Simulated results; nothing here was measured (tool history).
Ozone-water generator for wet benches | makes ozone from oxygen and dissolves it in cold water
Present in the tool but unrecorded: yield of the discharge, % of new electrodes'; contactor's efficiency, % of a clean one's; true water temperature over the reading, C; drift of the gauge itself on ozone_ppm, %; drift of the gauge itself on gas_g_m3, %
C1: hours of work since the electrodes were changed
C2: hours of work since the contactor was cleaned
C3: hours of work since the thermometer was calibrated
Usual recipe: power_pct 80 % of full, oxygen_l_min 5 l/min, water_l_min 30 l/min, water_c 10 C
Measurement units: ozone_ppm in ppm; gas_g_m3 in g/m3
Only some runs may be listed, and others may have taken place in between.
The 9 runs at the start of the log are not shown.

-- hour=1254.2 contactor cleaned
run 10 hour=1401.1 | power_pct=80 oxygen_l_min=5 water_l_min=30 water_c=10 | C1=3986 C2=146 C3=417 | ozone_ppm=29.2 gas_g_m3=287
run 11 hour=1501.4 | power_pct=50 oxygen_l_min=5 water_l_min=30 water_c=10 | C1=4086 C2=246 C3=516 | ozone_ppm=21.3 gas_g_m3=211.8
run 12 hour=1683.8 | power_pct=80 oxygen_l_min=5 water_l_min=30 water_c=7 | C1=4267 C2=428 C3=698 | ozone_ppm=30.1 gas_g_m3=286.8
run 13 hour=1901.6 | power_pct=80 oxygen_l_min=5 water_l_min=30 water_c=7 | C1=4484 C2=645 C3=915 | ozone_ppm=29.5 gas_g_m3=290.6
run 14 hour=2117.4 | power_pct=80 oxygen_l_min=8.87 water_l_min=30 water_c=7 | C1=4699 C2=860 C3=1130 | ozone_ppm=32.2 gas_g_m3=210.1
run 15 hour=2343.8 | power_pct=80 oxygen_l_min=5 water_l_min=30 water_c=13 | C1=4925 C2=1085 C3=1355 | ozone_ppm=28.1 gas_g_m3=285.2
run 16 hour=2439 | power_pct=80 oxygen_l_min=5 water_l_min=30 water_c=13 | C1=5019 C2=1180 C3=1450 | ozone_ppm=27.9 gas_g_m3=289.5
run 17 hour=2664.8 | power_pct=52 oxygen_l_min=5 water_l_min=30 water_c=10 | C1=5244 C2=1405 C3=1675 | ozone_ppm=22 gas_g_m3=217.3
run 18 hour=2850.1 | power_pct=52 oxygen_l_min=5 water_l_min=30 water_c=10 | C1=5429 C2=1589 C3=1859 | ozone_ppm=21.9 gas_g_m3=217.1
run 19 hour=2948.7 | power_pct=52 oxygen_l_min=2.71 water_l_min=30 water_c=12 | C1=5527 C2=1687 C3=1958 | ozone_ppm=19 gas_g_m3=303.7
run 20 hour=3047.3 | power_pct=80 oxygen_l_min=5 water_l_min=34 water_c=10 | C1=5625 C2=1786 C3=2056 | ozone_ppm=26.2 gas_g_m3=289.6
run 21 hour=3175.3 | power_pct=80 oxygen_l_min=5 water_l_min=20 water_c=5 | C1=5753 C2=1913 C3=2183 | ozone_ppm=41.9 gas_g_m3=287.6
run 22 hour=3361.7 | power_pct=80 oxygen_l_min=5 water_l_min=20 water_c=5 | C1=5938 C2=2099 C3=2369 | ozone_ppm=42 gas_g_m3=289.8
run 23 hour=3577.6 | power_pct=95 oxygen_l_min=4.98 water_l_min=30 water_c=10 | C1=6153 C2=2314 C3=2584 | ozone_ppm=32.6 gas_g_m3=322
run 24 hour=3739.4 | power_pct=89 oxygen_l_min=5.45 water_l_min=30 water_c=11 | C1=6314 C2=2475 C3=2745 | ozone_ppm=31.2 gas_g_m3=299.9
run 25 hour=3928.6 | power_pct=79 oxygen_l_min=5 water_l_min=29 water_c=10 | C1=6503 C2=2663 C3=2933 | ozone_ppm=29.7 gas_g_m3=288.7
-- hour=3963.5 gauge calibrated
run 26 hour=4038.9 | power_pct=80 oxygen_l_min=5 water_l_min=26 water_c=10 | C1=6613 C2=2773 C3=3043 | ozone_ppm=32.4 gas_g_m3=281.7
-- hour=4059.9 electrodes of the discharge changed
run 27 hour=4166.4 | power_pct=41 oxygen_l_min=5 water_l_min=25 water_c=10 | C1=106 C2=2894 C3=3164 | ozone_ppm=22.1 gas_g_m3=184.9
run 28 hour=4386.2 | power_pct=41 oxygen_l_min=5 water_l_min=25 water_c=10 | C1=325 C2=3113 C3=3383 | ozone_ppm=21.6 gas_g_m3=184.1
run 29 hour=4494 | power_pct=94 oxygen_l_min=2.81 water_l_min=29 water_c=6 | C1=432 C2=3220 C3=3490 | ozone_ppm=29.8 gas_g_m3=430.5
run 30 hour=4657 | power_pct=94 oxygen_l_min=2.81 water_l_min=29 water_c=6 | C1=595 C2=3382 C3=3653 | ozone_ppm=30 gas_g_m3=431.7
-- hour=4710.6 contactor cleaned
run 31 hour=4835.8 | power_pct=94 oxygen_l_min=2.81 water_l_min=29 water_c=6 | C1=769 C2=125 C3=3827 | ozone_ppm=29.2 gas_g_m3=433.5
run 32 hour=4949.7 | power_pct=63 oxygen_l_min=4.02 water_l_min=30 water_c=10 | C1=882 C2=238 C3=3940 | ozone_ppm=23.8 gas_g_m3=274.3

Here are 4 independent what-if runs from the current tool condition. What would each one return?
run A hour=5065.6 | power_pct=63 oxygen_l_min=5.4 water_l_min=22 water_c=8 | C1=998 C2=354 C3=4056 | ozone_ppm=? gas_g_m3=?
run B hour=5065.6 | power_pct=63 oxygen_l_min=3.14 water_l_min=37 water_c=10 | C1=998 C2=354 C3=4056 | ozone_ppm=? gas_g_m3=?
run C hour=5065.6 | power_pct=43 oxygen_l_min=6.68 water_l_min=36 water_c=10 | C1=998 C2=354 C3=4056 | ozone_ppm=? gas_g_m3=?
run D hour=5065.6 | power_pct=80 oxygen_l_min=5 water_l_min=30 water_c=7 | C1=998 C2=354 C3=4056 | ozone_ppm=? gas_g_m3=?

run=A ozone_ppm=32.7 gas_g_m3=233.8
run=B ozone_ppm=18.4 gas_g_m3=315.8
run=C ozone_ppm=17.5 gas_g_m3=160.3
run=D ozone_ppm=30 gas_g_m3=287.2
Without the tool's unlogged condition, the same runs would have read:
run=A ozone_ppm=32.7 gas_g_m3=232.2
run=B ozone_ppm=18.4 gas_g_m3=313.7
run=C ozone_ppm=17.5 gas_g_m3=159.2
run=D ozone_ppm=30.1 gas_g_m3=285.3

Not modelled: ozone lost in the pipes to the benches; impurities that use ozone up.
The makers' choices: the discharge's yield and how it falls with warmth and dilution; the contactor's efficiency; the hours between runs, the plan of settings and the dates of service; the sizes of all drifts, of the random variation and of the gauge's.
